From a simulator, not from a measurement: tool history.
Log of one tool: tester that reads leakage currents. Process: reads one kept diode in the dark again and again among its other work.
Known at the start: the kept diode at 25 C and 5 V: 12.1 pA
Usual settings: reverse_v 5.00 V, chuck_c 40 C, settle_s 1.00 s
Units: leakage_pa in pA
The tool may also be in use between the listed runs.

run,hour,reverse_v,chuck_c,settle_s,leakage_pa
1,0.0,5.00,40,1.00,38.65
2,17.9,5.00,40,1.00,38.87
3,54.0,5.00,40,1.00,39.28
4,90.1,5.00,32,1.00,25.09
5,115.9,5.00,44,1.00,50.00
6,143.9,5.00,44,1.00,50.19
7,166.1,5.00,40,1.00,40.24
8,188.8,5.00,40,1.00,40.05
9,209.1,1.63,40,1.00,21.45
10,229.2,1.63,40,1.00,21.56
11,264.5,1.63,40,1.00,21.57
12,285.4,1.63,40,1.00,21.66
13,319.2,1.14,40,1.00,17.82
14,337.2,1.14,40,1.00,17.80
15,376.6,3.81,34,1.56,24.88
16,397.9,8.59,40,1.63,56.72
17,438.4,6.64,34,2.35,35.21
18,455.7,5.00,46,3.01,57.47
19,490.6,1.61,24,3.01,8.58
20,513.2,12.06,31,2.90,46.22
21,537.1,3.18,58,1.57,90.15
22,568.7,3.18,58,1.57,90.77
23,604.2,5.00,40,1.36,42.38
# hour 636.4: chuck's temperature calibrated
24,638.8,5.00,23,1.80,19.63
25,678.9,3.46,23,1.69,15.17

The same runs without the tool's hidden state, with the same run-to-run variation:
The hidden state here: stray current of the dirty probe card, pA a volt; current scale over the true one, %; true chuck temperature over the reading, C; drift of the gauge itself on leakage_pa, %.
run,leakage_pa
1,36.47
2,36.56
3,36.72
4,21.88
5,47.33
6,47.34
7,36.93
8,36.61
9,20.58
10,20.65
11,20.60
12,20.65
13,17.18
14,17.14
15,21.11
16,47.82
17,27.66
18,52.91
19,6.64
20,30.43
21,89.10
22,89.64
23,36.19
24,11.35
25,9.23
